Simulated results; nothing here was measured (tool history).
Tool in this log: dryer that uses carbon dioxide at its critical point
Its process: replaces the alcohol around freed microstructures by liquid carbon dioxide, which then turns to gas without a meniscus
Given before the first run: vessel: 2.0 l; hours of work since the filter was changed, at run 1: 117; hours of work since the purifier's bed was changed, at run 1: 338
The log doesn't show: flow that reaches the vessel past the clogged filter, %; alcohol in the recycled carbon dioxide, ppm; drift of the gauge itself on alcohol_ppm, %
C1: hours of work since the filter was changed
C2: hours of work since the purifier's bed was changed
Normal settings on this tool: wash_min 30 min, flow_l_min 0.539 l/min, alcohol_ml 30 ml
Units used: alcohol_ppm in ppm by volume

{"run": 1, "hour": 0.0, "wash_min": 30, "flow_l_min": 0.539, "alcohol_ml": 30, "C1": 117, "C2": 338, "alcohol_ppm": 133}
{"run": 2, "hour": 20.0, "wash_min": 30, "flow_l_min": 0.539, "alcohol_ml": 30, "C1": 129, "C2": 351, "alcohol_ppm": 139}
{"run": 3, "hour": 57.6, "wash_min": 30, "flow_l_min": 0.539, "alcohol_ml": 64, "C1": 153, "C2": 374, "alcohol_ppm": 215}
{"run": 4, "hour": 99.1, "wash_min": 37, "flow_l_min": 0.539, "alcohol_ml": 30, "C1": 179, "C2": 401, "alcohol_ppm": 111}
{"run": 5, "hour": 144.9, "wash_min": 37, "flow_l_min": 0.539, "alcohol_ml": 30, "C1": 208, "C2": 429, "alcohol_ppm": 119}
{"run": 6, "hour": 165.4, "wash_min": 30, "flow_l_min": 0.539, "alcohol_ml": 30, "C1": 221, "C2": 442, "alcohol_ppm": 164}
{"hour": 186.4, "done": "inlet filter changed"}
{"run": 7, "hour": 202.7, "wash_min": 30, "flow_l_min": 0.539, "alcohol_ml": 30, "C1": 10, "C2": 465, "alcohol_ppm": 161}
{"run": 8, "hour": 229.1, "wash_min": 30, "flow_l_min": 0.539, "alcohol_ml": 30, "C1": 27, "C2": 482, "alcohol_ppm": 162}
{"run": 9, "hour": 256.5, "wash_min": 23, "flow_l_min": 0.413, "alcohol_ml": 29, "C1": 44, "C2": 499, "alcohol_ppm": 611}
{"run": 10, "hour": 299.1, "wash_min": 19, "flow_l_min": 0.539, "alcohol_ml": 34, "C1": 71, "C2": 525, "alcohol_ppm": 590}
{"run": 11, "hour": 341.3, "wash_min": 19, "flow_l_min": 0.539, "alcohol_ml": 34, "C1": 97, "C2": 552, "alcohol_ppm": 614}
{"run": 12, "hour": 362.9, "wash_min": 38, "flow_l_min": 0.539, "alcohol_ml": 23, "C1": 111, "C2": 565, "alcohol_ppm": 146}
{"run": 13, "hour": 385.0, "wash_min": 34, "flow_l_min": 0.493, "alcohol_ml": 23, "C1": 125, "C2": 579, "alcohol_ppm": 161}
{"run": 14, "hour": 430.8, "wash_min": 30, "flow_l_min": 0.539, "alcohol_ml": 48, "C1": 153, "C2": 608, "alcohol_ppm": 233}
{"run": 15, "hour": 472.1, "wash_min": 30, "flow_l_min": 0.539, "alcohol_ml": 48, "C1": 179, "C2": 634, "alcohol_ppm": 248}

Some steps in alcohol_ppm, run to run, broken into two amounts with sign: the step expected even without the hidden condition (settings, incoming material, random variation), and the rest, left for the hidden condition together with whatever gauge scatter is not in both the measured and the hidden-condition-free result:
Run 11 -> 12: wash_min 19 -> 38, alcohol_ml 34 -> 23. alcohol_ppm -468 ppm by volume: hidden state -48, all else -420.
